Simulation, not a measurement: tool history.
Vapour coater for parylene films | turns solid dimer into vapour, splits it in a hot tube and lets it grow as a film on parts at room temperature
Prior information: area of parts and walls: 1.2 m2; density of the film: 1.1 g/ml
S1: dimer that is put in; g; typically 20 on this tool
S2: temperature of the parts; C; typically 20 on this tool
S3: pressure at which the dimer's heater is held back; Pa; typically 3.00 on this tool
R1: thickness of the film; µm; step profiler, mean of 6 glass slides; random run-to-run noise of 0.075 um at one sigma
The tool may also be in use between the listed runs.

run     day  S1  S2    S3     R1
  1   0.000  20  20  3.00   9.17
  2   0.850  20  20  3.00   9.03
  3   1.592  20  20  3.00   9.18
  4   2.058  19  20  3.00   8.60
  5   2.846  19  20  3.00   8.63
  6   3.421  20  20  3.00   9.03
  7   3.833  20  13  3.00  11.20
  8   4.354  20  13  3.00  11.11
  9   5.088  20  13  3.00  11.16
 10   5.504  15  13  3.00   8.42
 11   6.162  15  13  3.00   8.42
 12   6.808  11  20  3.00   4.98
 13   7.283  11  20  3.00   4.83
 14   8.079  20  20  3.00   9.08
 15   8.517  20  20  3.00   9.16
 16   8.883  20  20  3.00   9.11
 17   9.538  20  20  2.21   9.28
 18  10.100  20  20  2.21   9.37
 19  10.667  23  20  3.00  10.22
 20  11.175  23  20  3.00  10.51
 21  11.942  23  20  3.00  10.41
 22  12.554  20  20  3.00   9.03
 23  12.996  20  20  3.00   9.00
 24  13.738   8  25  2.63   3.17
 25  14.558  10  26  5.85   3.50
 26  15.329  31  20  9.32  12.30
 27  15.879  20  13  4.81  10.56
 28  16.621  34  29  6.20  10.83
 29  17.267  25  29  3.77   8.41
 30  18.067  10  24  4.95   3.79
 31  18.683  10  24  2.52   4.14
 32  19.425  28  13  2.16  16.48
 33  19.925  11  21  3.25   4.75
 34  20.796  11  22  2.20   4.88
 35  21.358  11  22  2.20   4.86
 36  22.138   9  14  7.70   4.39
 37  22.925   9  14  7.70   4.35
 38  23.704   9  18  6.96   3.90
 39  24.212  12  16  3.10   6.04
 40  25.167  13  13  4.09   7.07
 41  25.925  16  24  4.09   6.18
 42  26.562  14  14  3.00   7.57
 43  27.292   8  14  3.08   4.32
 44  27.917   8  14  2.08   4.59
 45  28.633  27  27  2.72  10.01

Taken out of this log: 1 entry between the listed runs. Where each belongs, and how the hidden state differs across it:
Runs 39 to 40: trap's valve overhauled (day 24.696)
  vapour lost through the trap's worn valve, %: 0.5 -> 0
